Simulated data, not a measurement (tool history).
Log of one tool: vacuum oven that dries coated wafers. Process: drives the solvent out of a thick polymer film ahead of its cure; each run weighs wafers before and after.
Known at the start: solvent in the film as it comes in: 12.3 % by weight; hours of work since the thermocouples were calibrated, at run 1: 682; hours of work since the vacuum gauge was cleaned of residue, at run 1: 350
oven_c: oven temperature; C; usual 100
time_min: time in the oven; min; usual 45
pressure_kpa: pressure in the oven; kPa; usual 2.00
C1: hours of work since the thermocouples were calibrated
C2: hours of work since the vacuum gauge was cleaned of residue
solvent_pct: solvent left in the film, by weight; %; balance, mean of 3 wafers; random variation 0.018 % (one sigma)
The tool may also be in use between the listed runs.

Run 1, hour 0.0: usual settings; C1 682; C2 350. Result: solvent_pct 2.37 %.
At hour 4.0: oven's thermocouples calibrated.
Run 2, hour 11.3: usual settings; C1 5; C2 357. Result: solvent_pct 2.38 %.
Run 3, hour 27.4: usual settings; C1 16; C2 368. Result: solvent_pct 2.37 %.
Run 4, hour 41.3: usual settings; C1 26; C2 378. Result: solvent_pct 2.36 %.
Run 5, hour 58.6: usual settings but time_min 25 min; C1 38; C2 390. Result: solvent_pct 4.24 %.
Run 6, hour 69.2: usual settings but oven_c 96 C; C1 45; C2 397. Result: solvent_pct 3.13 %.
Run 7, hour 76.7: usual settings but oven_c 96 C; C1 51; C2 402. Result: solvent_pct 3.15 %.
Run 8, hour 92.2: usual settings but time_min 32 min; C1 61; C2 413. Result: solvent_pct 3.41 %.
Run 9, hour 109.8: usual settings but oven_c 108 C, time_min 32 min; C1 74; C2 425. Result: solvent_pct 1.99 %.
Run 10, hour 127.7: usual settings but oven_c 108 C, time_min 32 min; C1 86; C2 438. Result: solvent_pct 1.95 %.
Run 11, hour 138.0: usual settings but oven_c 108 C, time_min 32 min; C1 93; C2 445. Result: solvent_pct 2.00 %.
Run 12, hour 155.6: usual settings but oven_c 108 C, time_min 32 min; C1 105; C2 457. Result: solvent_pct 1.97 %.
Run 13, hour 173.1: usual settings; C1 118; C2 469. Result: solvent_pct 2.40 %.
Run 14, hour 191.0: usual settings but oven_c 110 C; C1 130; C2 482. Result: solvent_pct 1.07 %.
Run 15, hour 200.4: usual settings but oven_c 110 C; C1 137; C2 488. Result: solvent_pct 1.11 %.
Run 16, hour 211.6: usual settings but time_min 78 min; C1 144; C2 496. Result: solvent_pct 1.26 %.
Run 17, hour 222.8: usual settings but oven_c 94 C, time_min 78 min; C1 152; C2 504. Result: solvent_pct 2.03 %.
Run 18, hour 230.4: usual settings but time_min 47 min, pressure_kpa 1.52 kPa; C1 157; C2 509. Result: solvent_pct 2.09 %.
Run 19, hour 244.0: usual settings but oven_c 89 C, time_min 36 min, pressure_kpa 4.85 kPa; C1 167; C2 519. Result: solvent_pct 6.47 %.
Run 20, hour 256.3: usual settings but oven_c 89 C, time_min 36 min, pressure_kpa 4.85 kPa; C1 175; C2 527. Result: solvent_pct 6.49 %.
Run 21, hour 271.5: usual settings but oven_c 94 C, time_min 22 min, pressure_kpa 3.77 kPa; C1 186; C2 538. Result: solvent_pct 6.40 %.
Run 22, hour 284.4: usual settings but oven_c 93 C, pressure_kpa 1.13 kPa; C1 195; C2 547. Result: solvent_pct 3.33 %.
Run 23, hour 302.0: usual settings but oven_c 93 C, pressure_kpa 1.13 kPa; C1 207; C2 559. Result: solvent_pct 3.33 %.
Run 24, hour 312.8: usual settings but oven_c 93 C, pressure_kpa 1.13 kPa; C1 215; C2 566. Result: solvent_pct 3.33 %.
Run 25, hour 324.0: usual settings but oven_c 93 C, pressure_kpa 1.13 kPa; C1 222; C2 574. Result: solvent_pct 3.32 %.
Run 26, hour 337.7: usual settings but oven_c 93 C, pressure_kpa 1.13 kPa; C1 232; C2 584. Result: solvent_pct 3.32 %.
Run 27, hour 355.0: usual settings but oven_c 111 C, time_min 23 min, pressure_kpa 3.65 kPa; C1 244; C2 596. Result: solvent_pct 2.88 %.
Run 28, hour 370.8: usual settings but oven_c 112 C, time_min 55 min, pressure_kpa 3.65 kPa; C1 255; C2 607. Result: solvent_pct 1.24 %.
Run 29, hour 379.8: usual settings but oven_c 112 C, time_min 55 min, pressure_kpa 3.65 kPa; C1 261; C2 613. Result: solvent_pct 1.21 %.

3 ways to go on from here, each from the tool as it stands after run 29. What would each give?
Run A, hour 392.0: usual settings but oven_c 113 C, time_min 55 min, pressure_kpa 5.73 kPa; C1 270; C2 621. Result: solvent_pct ?.
Run B, hour 392.0: usual settings but time_min 58 min, pressure_kpa 4.65 kPa; C1 270; C2 621. Result: solvent_pct ?.
Run C, hour 392.0: usual settings but oven_c 92 C, time_min 46 min, pressure_kpa 2.29 kPa; C1 270; C2 621. Result: solvent_pct ?.

run  solvent_pct
  A         1.72
  B         2.86
  C         4.00
Without the tool's hidden state the same runs would have given:
run  solvent_pct
  A         1.71
  B         2.85
  C         3.99
